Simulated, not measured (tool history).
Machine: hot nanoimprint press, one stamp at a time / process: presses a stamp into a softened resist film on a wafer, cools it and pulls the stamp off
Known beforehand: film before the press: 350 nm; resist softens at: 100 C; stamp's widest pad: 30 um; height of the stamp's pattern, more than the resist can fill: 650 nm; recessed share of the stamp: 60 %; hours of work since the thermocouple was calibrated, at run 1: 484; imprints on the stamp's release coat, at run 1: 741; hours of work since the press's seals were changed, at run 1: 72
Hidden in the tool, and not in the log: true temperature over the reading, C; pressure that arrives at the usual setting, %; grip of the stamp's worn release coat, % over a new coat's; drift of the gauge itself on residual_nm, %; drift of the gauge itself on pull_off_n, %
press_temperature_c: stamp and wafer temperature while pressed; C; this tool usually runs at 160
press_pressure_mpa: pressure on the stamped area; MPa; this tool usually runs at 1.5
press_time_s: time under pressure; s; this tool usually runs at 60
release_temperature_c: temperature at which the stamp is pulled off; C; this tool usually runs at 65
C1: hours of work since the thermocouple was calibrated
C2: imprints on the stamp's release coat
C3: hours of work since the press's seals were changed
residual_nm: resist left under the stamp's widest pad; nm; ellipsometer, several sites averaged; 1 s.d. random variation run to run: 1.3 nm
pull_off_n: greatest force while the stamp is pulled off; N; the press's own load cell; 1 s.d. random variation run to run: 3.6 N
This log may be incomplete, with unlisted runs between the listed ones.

{"run": 1, "hour": 0.0, "press_temperature_c": 160, "press_pressure_mpa": 1.5, "press_time_s": 60, "release_temperature_c": 65, "C1": 484, "C2": 741, "C3": 72, "residual_nm": 212.9, "pull_off_n": 206}
{"run": 2, "hour": 6.8, "press_temperature_c": 160, "press_pressure_mpa": 1.5, "press_time_s": 60, "release_temperature_c": 65, "C1": 489, "C2": 771, "C3": 77, "residual_nm": 213.5, "pull_off_n": 204}
{"run": 3, "hour": 14.9, "press_temperature_c": 160, "press_pressure_mpa": 1.5, "press_time_s": 60, "release_temperature_c": 65, "C1": 495, "C2": 808, "C3": 83, "residual_nm": 214, "pull_off_n": 213}
{"run": 4, "hour": 26.1, "press_temperature_c": 160, "press_pressure_mpa": 1.5, "press_time_s": 60, "release_temperature_c": 65, "C1": 503, "C2": 859, "C3": 90, "residual_nm": 211.8, "pull_off_n": 211}
{"run": 5, "hour": 39.7, "press_temperature_c": 160, "press_pressure_mpa": 1.5, "press_time_s": 60, "release_temperature_c": 65, "C1": 512, "C2": 920, "C3": 100, "residual_nm": 216.6, "pull_off_n": 215}
{"run": 6, "hour": 48.6, "press_temperature_c": 160, "press_pressure_mpa": 1.5, "press_time_s": 60, "release_temperature_c": 65, "C1": 518, "C2": 960, "C3": 106, "residual_nm": 213.6, "pull_off_n": 223}
{"run": 7, "hour": 57.8, "press_temperature_c": 160, "press_pressure_mpa": 1.54, "press_time_s": 60, "release_temperature_c": 65, "C1": 525, "C2": 1002, "C3": 113, "residual_nm": 210.5, "pull_off_n": 210}
{"run": 8, "hour": 66.8, "press_temperature_c": 161, "press_pressure_mpa": 1.54, "press_time_s": 60, "release_temperature_c": 65, "C1": 531, "C2": 1043, "C3": 119, "residual_nm": 201.8, "pull_off_n": 215}
{"hour": 71.0, "done": "plate thermocouple calibrated"}
{"run": 9, "hour": 82.7, "press_temperature_c": 161, "press_pressure_mpa": 1.25, "press_time_s": 60, "release_temperature_c": 55, "C1": 8, "C2": 1101, "C3": 128, "residual_nm": 227.8, "pull_off_n": 239}
{"run": 10, "hour": 90.8, "press_temperature_c": 161, "press_pressure_mpa": 1.25, "press_time_s": 60, "release_temperature_c": 55, "C1": 14, "C2": 1138, "C3": 134, "residual_nm": 225, "pull_off_n": 235}
{"run": 11, "hour": 98.8, "press_temperature_c": 152, "press_pressure_mpa": 1.73, "press_time_s": 84, "release_temperature_c": 59, "C1": 19, "C2": 1174, "C3": 139, "residual_nm": 284.6, "pull_off_n": 233}
{"run": 12, "hour": 112.1, "press_temperature_c": 152, "press_pressure_mpa": 1.73, "press_time_s": 84, "release_temperature_c": 59, "C1": 29, "C2": 1234, "C3": 149, "residual_nm": 281.8, "pull_off_n": 243}
{"run": 13, "hour": 119.8, "press_temperature_c": 151, "press_pressure_mpa": 1.5, "press_time_s": 60, "release_temperature_c": 55, "C1": 34, "C2": 1269, "C3": 154, "residual_nm": 310.4, "pull_off_n": 235}
{"hour": 124.9, "done": "plate thermocouple calibrated, once more"}
{"run": 14, "hour": 135.7, "press_temperature_c": 152, "press_pressure_mpa": 1.08, "press_time_s": 60, "release_temperature_c": 65, "C1": 8, "C2": 1327, "C3": 163, "residual_nm": 302.7, "pull_off_n": 228}
{"run": 15, "hour": 144.9, "press_temperature_c": 153, "press_pressure_mpa": 1.53, "press_time_s": 60, "release_temperature_c": 65, "C1": 14, "C2": 1369, "C3": 169, "residual_nm": 279.5, "pull_off_n": 233}

3 options for the next run, each taken on its own from the tool as it stands now. Forecast them:
{"run": "A", "hour": 153.5, "press_temperature_c": 153, "press_pressure_mpa": 1.53, "press_time_s": 50, "release_temperature_c": 53, "C1": 20, "C2": 1407, "C3": 175, "residual_nm": "?", "pull_off_n": "?"}
{"run": "B", "hour": 153.5, "press_temperature_c": 160, "press_pressure_mpa": 1, "press_time_s": 60, "release_temperature_c": 65, "C1": 20, "C2": 1407, "C3": 175, "residual_nm": "?", "pull_off_n": "?"}
{"run": "C", "hour": 153.5, "press_temperature_c": 160, "press_pressure_mpa": 1.67, "press_time_s": 96, "release_temperature_c": 65, "C1": 20, "C2": 1407, "C3": 175, "residual_nm": "?", "pull_off_n": "?"}

run=A residual_nm=285.6 pull_off_n=258
run=B residual_nm=232.9 pull_off_n=239
run=C residual_nm=164.9 pull_off_n=234
Stripped of hidden state, with their random variation kept, the same runs would have yielded:
run=A residual_nm=284.5 pull_off_n=190
run=B residual_nm=231.8 pull_off_n=177
run=C residual_nm=163.5 pull_off_n=172
